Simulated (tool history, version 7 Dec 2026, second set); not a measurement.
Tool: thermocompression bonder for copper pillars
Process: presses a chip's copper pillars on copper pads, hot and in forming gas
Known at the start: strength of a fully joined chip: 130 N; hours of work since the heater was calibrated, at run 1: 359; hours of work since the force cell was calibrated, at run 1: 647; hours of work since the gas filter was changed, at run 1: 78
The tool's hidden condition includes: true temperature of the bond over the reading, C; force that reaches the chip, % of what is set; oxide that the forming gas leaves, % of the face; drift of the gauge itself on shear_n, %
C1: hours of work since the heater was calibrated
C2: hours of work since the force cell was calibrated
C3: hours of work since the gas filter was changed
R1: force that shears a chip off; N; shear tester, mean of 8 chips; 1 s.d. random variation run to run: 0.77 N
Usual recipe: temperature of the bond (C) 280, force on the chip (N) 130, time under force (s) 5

{"run": 1, "day": 0.0, "temperature of the bond (C)": 280, "force on the chip (N)": 130, "time under force (s)": 5, "C1": 359, "C2": 647, "C3": 78, "R1": 59.6}
{"run": 2, "day": 1.692, "temperature of the bond (C)": 280, "force on the chip (N)": 130, "time under force (s)": 5, "C1": 387, "C2": 675, "C3": 106, "R1": 59.2}
{"run": 3, "day": 3.271, "temperature of the bond (C)": 280, "force on the chip (N)": 130, "time under force (s)": 5, "C1": 413, "C2": 701, "C3": 133, "R1": 57.3}
{"day": 3.429, "done": "forming gas filter changed"}
{"run": 4, "day": 4.112, "temperature of the bond (C)": 280, "force on the chip (N)": 130, "time under force (s)": 5, "C1": 427, "C2": 715, "C3": 11, "R1": 63.8}
{"run": 5, "day": 5.308, "temperature of the bond (C)": 280, "force on the chip (N)": 130, "time under force (s)": 5, "C1": 447, "C2": 735, "C3": 31, "R1": 63.7}
{"run": 6, "day": 6.983, "temperature of the bond (C)": 280, "force on the chip (N)": 130, "time under force (s)": 6, "C1": 475, "C2": 763, "C3": 59, "R1": 65.7}
{"run": 7, "day": 8.246, "temperature of the bond (C)": 260, "force on the chip (N)": 130, "time under force (s)": 6, "C1": 496, "C2": 784, "C3": 80, "R1": 53.1}
{"run": 8, "day": 9.3, "temperature of the bond (C)": 260, "force on the chip (N)": 130, "time under force (s)": 6, "C1": 513, "C2": 801, "C3": 98, "R1": 50.9}
{"run": 9, "day": 10.479, "temperature of the bond (C)": 280, "force on the chip (N)": 156, "time under force (s)": 5, "C1": 533, "C2": 821, "C3": 117, "R1": 64.3}
{"day": 11.571, "done": "forming gas filter changed"}
{"run": 10, "day": 12.05, "temperature of the bond (C)": 280, "force on the chip (N)": 156, "time under force (s)": 5, "C1": 559, "C2": 847, "C3": 8, "R1": 71.1}
{"run": 11, "day": 13.538, "temperature of the bond (C)": 280, "force on the chip (N)": 156, "time under force (s)": 5, "C1": 583, "C2": 871, "C3": 33, "R1": 69.0}
{"run": 12, "day": 14.925, "temperature of the bond (C)": 280, "force on the chip (N)": 189, "time under force (s)": 5, "C1": 606, "C2": 895, "C3": 56, "R1": 74.6}
{"day": 15.862, "done": "heater calibrated with a thermocouple chip"}
{"run": 13, "day": 16.712, "temperature of the bond (C)": 280, "force on the chip (N)": 189, "time under force (s)": 5, "C1": 14, "C2": 923, "C3": 84, "R1": 65.3}
{"run": 14, "day": 18.446, "temperature of the bond (C)": 280, "force on the chip (N)": 189, "time under force (s)": 5, "C1": 43, "C2": 952, "C3": 113, "R1": 64.3}
{"day": 19.762, "done": "forming gas filter changed"}
{"run": 15, "day": 19.938, "temperature of the bond (C)": 280, "force on the chip (N)": 189, "time under force (s)": 5, "C1": 68, "C2": 976, "C3": 3, "R1": 69.5}
{"day": 20.129, "done": "force cell calibrated"}
{"run": 16, "day": 21.583, "temperature of the bond (C)": 280, "force on the chip (N)": 189, "time under force (s)": 5, "C1": 94, "C2": 24, "C3": 29, "R1": 70.2}
{"run": 17, "day": 22.496, "temperature of the bond (C)": 280, "force on the chip (N)": 189, "time under force (s)": 5, "C1": 109, "C2": 39, "C3": 44, "R1": 69.7}
{"run": 18, "day": 23.317, "temperature of the bond (C)": 280, "force on the chip (N)": 189, "time under force (s)": 5, "C1": 123, "C2": 53, "C3": 58, "R1": 67.6}
{"run": 19, "day": 25.033, "temperature of the bond (C)": 280, "force on the chip (N)": 189, "time under force (s)": 5, "C1": 151, "C2": 82, "C3": 87, "R1": 67.2}
{"run": 20, "day": 26.138, "temperature of the bond (C)": 280, "force on the chip (N)": 189, "time under force (s)": 5, "C1": 170, "C2": 100, "C3": 105, "R1": 67.1}
{"day": 27.904, "done": "forming gas filter changed"}
{"run": 21, "day": 27.904, "temperature of the bond (C)": 280, "force on the chip (N)": 189, "time under force (s)": 5, "C1": 199, "C2": 129, "C3": 0, "R1": 72.7}
{"run": 22, "day": 29.142, "temperature of the bond (C)": 280, "force on the chip (N)": 189, "time under force (s)": 5, "C1": 219, "C2": 150, "C3": 21, "R1": 71.9}
{"day": 30.446, "done": "force cell calibrated, once more"}
{"run": 23, "day": 30.808, "temperature of the bond (C)": 274, "force on the chip (N)": 174, "time under force (s)": 5, "C1": 246, "C2": 6, "C3": 47, "R1": 63.1}
{"run": 24, "day": 32.367, "temperature of the bond (C)": 280, "force on the chip (N)": 159, "time under force (s)": 4, "C1": 272, "C2": 32, "C3": 73, "R1": 57.5}
{"run": 25, "day": 33.808, "temperature of the bond (C)": 266, "force on the chip (N)": 134, "time under force (s)": 4, "C1": 296, "C2": 56, "C3": 97, "R1": 45.9}
{"run": 26, "day": 34.546, "temperature of the bond (C)": 255, "force on the chip (N)": 139, "time under force (s)": 3, "C1": 308, "C2": 68, "C3": 110, "R1": 34.6}
{"day": 36.033, "done": "forming gas filter changed"}
{"run": 27, "day": 36.033, "temperature of the bond (C)": 282, "force on the chip (N)": 109, "time under force (s)": 8, "C1": 333, "C2": 93, "C3": 0, "R1": 71.9}
{"run": 28, "day": 37.058, "temperature of the bond (C)": 292, "force on the chip (N)": 115, "time under force (s)": 3, "C1": 350, "C2": 110, "C3": 17, "R1": 55.5}
{"run": 29, "day": 38.183, "temperature of the bond (C)": 259, "force on the chip (N)": 157, "time under force (s)": 3, "C1": 369, "C2": 129, "C3": 36, "R1": 43.2}
{"run": 30, "day": 39.85, "temperature of the bond (C)": 295, "force on the chip (N)": 130, "time under force (s)": 7, "C1": 396, "C2": 156, "C3": 64, "R1": 77.1}
{"run": 31, "day": 40.621, "temperature of the bond (C)": 295, "force on the chip (N)": 130, "time under force (s)": 7, "C1": 409, "C2": 169, "C3": 76, "R1": 76.8}
{"run": 32, "day": 41.825, "temperature of the bond (C)": 286, "force on the chip (N)": 130, "time under force (s)": 3, "C1": 429, "C2": 189, "C3": 96, "R1": 52.2}
{"run": 33, "day": 42.788, "temperature of the bond (C)": 293, "force on the chip (N)": 103, "time under force (s)": 5, "C1": 445, "C2": 205, "C3": 112, "R1": 61.8}
{"day": 44.133, "done": "forming gas filter changed"}
{"run": 34, "day": 44.338, "temperature of the bond (C)": 293, "force on the chip (N)": 103, "time under force (s)": 5, "C1": 471, "C2": 231, "C3": 3, "R1": 65.9}
{"run": 35, "day": 45.967, "temperature of the bond (C)": 293, "force on the chip (N)": 114, "time under force (s)": 7, "C1": 498, "C2": 258, "C3": 31, "R1": 76.9}
{"run": 36, "day": 46.867, "temperature of the bond (C)": 254, "force on the chip (N)": 87, "time under force (s)": 5, "C1": 513, "C2": 273, "C3": 46, "R1": 38.1}
{"run": 37, "day": 48.521, "temperature of the bond (C)": 254, "force on the chip (N)": 87, "time under force (s)": 5, "C1": 541, "C2": 300, "C3": 73, "R1": 36.2}
{"run": 38, "day": 49.517, "temperature of the bond (C)": 306, "force on the chip (N)": 130, "time under force (s)": 5, "C1": 557, "C2": 317, "C3": 90, "R1": 78.5}
{"run": 39, "day": 50.362, "temperature of the bond (C)": 288, "force on the chip (N)": 90, "time under force (s)": 5, "C1": 571, "C2": 331, "C3": 104, "R1": 56.0}

Hidden condition of the tool, last listed run before each entry between runs versus first listed run after:
Runs 3 to 4: forming gas filter changed (day 3.429)
  true temperature of the bond over the reading, C: 7.5 -> 7.8; oxide that the forming gas leaves, % of the face: 10.63 -> 1.56
  what was measured, less what the result would be without the hidden state, R1: -0.5 -> +5.5 N
Runs 9 to 10: forming gas filter changed (day 11.571)
  true temperature of the bond over the reading, C: 9.7 -> 10.1; force that reaches the chip, % of what is set: 103.9 -> 104; oxide that the forming gas leaves, % of the face: 9.77 -> 1.09
  what was measured, less what the result would be without the hidden state, R1: +1.3 -> +7.8 N
Runs 12 to 13: heater calibrated with a thermocouple chip (day 15.862)
  true temperature of the bond over the reading, C: 11 -> 0.8; force that reaches the chip, % of what is set: 104.2 -> 104.4; oxide that the forming gas leaves, % of the face: 4.76 -> 7.02
  what was measured, less what the result would be without the hidden state, R1: +5.8 -> -2.8 N
Runs 14 to 15: forming gas filter changed (day 19.762)
  true temperature of the bond over the reading, C: 1.3 -> 1.7; force that reaches the chip, % of what is set: 104.5 -> 104.6; oxide that the forming gas leaves, % of the face: 9.08 -> 0.89
  what was measured, less what the result would be without the hidden state, R1: -3.9 -> +2.2 N
Runs 15 to 16: force cell calibrated (day 20.129)
  true temperature of the bond over the reading, C: 1.7 -> 2.1; force that reaches the chip, % of what is set: 104.6 -> 107.5; oxide that the forming gas leaves, % of the face: 0.89 -> 2.89
  what was measured, less what the result would be without the hidden state, R1: +2.2 -> +1.8 N
Runs 20 to 21: forming gas filter changed (day 27.904)
  true temperature of the bond over the reading, C: 3.5 -> 4; force that reaches the chip, % of what is set: 107.8 -> 108; oxide that the forming gas leaves, % of the face: 8.89 -> 0.52
  what was measured, less what the result would be without the hidden state, R1: -1.5 -> +5.0 N
Runs 22 to 23: force cell calibrated, once more (day 30.446)
  true temperature of the bond over the reading, C: 4.4 -> 4.8; force that reaches the chip, % of what is set: 108 -> 100.6; oxide that the forming gas leaves, % of the face: 2.01 -> 4
  what was measured, less what the result would be without the hidden state, R1: +4.3 -> +1.3 N
Runs 26 to 27: forming gas filter changed (day 36.033)
  true temperature of the bond over the reading, C: 5.8 -> 6.3; force that reaches the chip, % of what is set: 100.8 -> 100.9; oxide that the forming gas leaves, % of the face: 8.85 -> 0.63
  what was measured, less what the result would be without the hidden state, R1: +0.0 -> +4.7 N
Runs 33 to 34: forming gas filter changed (day 44.133)
  true temperature of the bond over the reading, C: 8.2 -> 8.7; force that reaches the chip, % of what is set: 101.4 -> 101.5; oxide that the forming gas leaves, % of the face: 9.5 -> 0.85
  what was measured, less what the result would be without the hidden state, R1: -0.2 -> +5.9 N
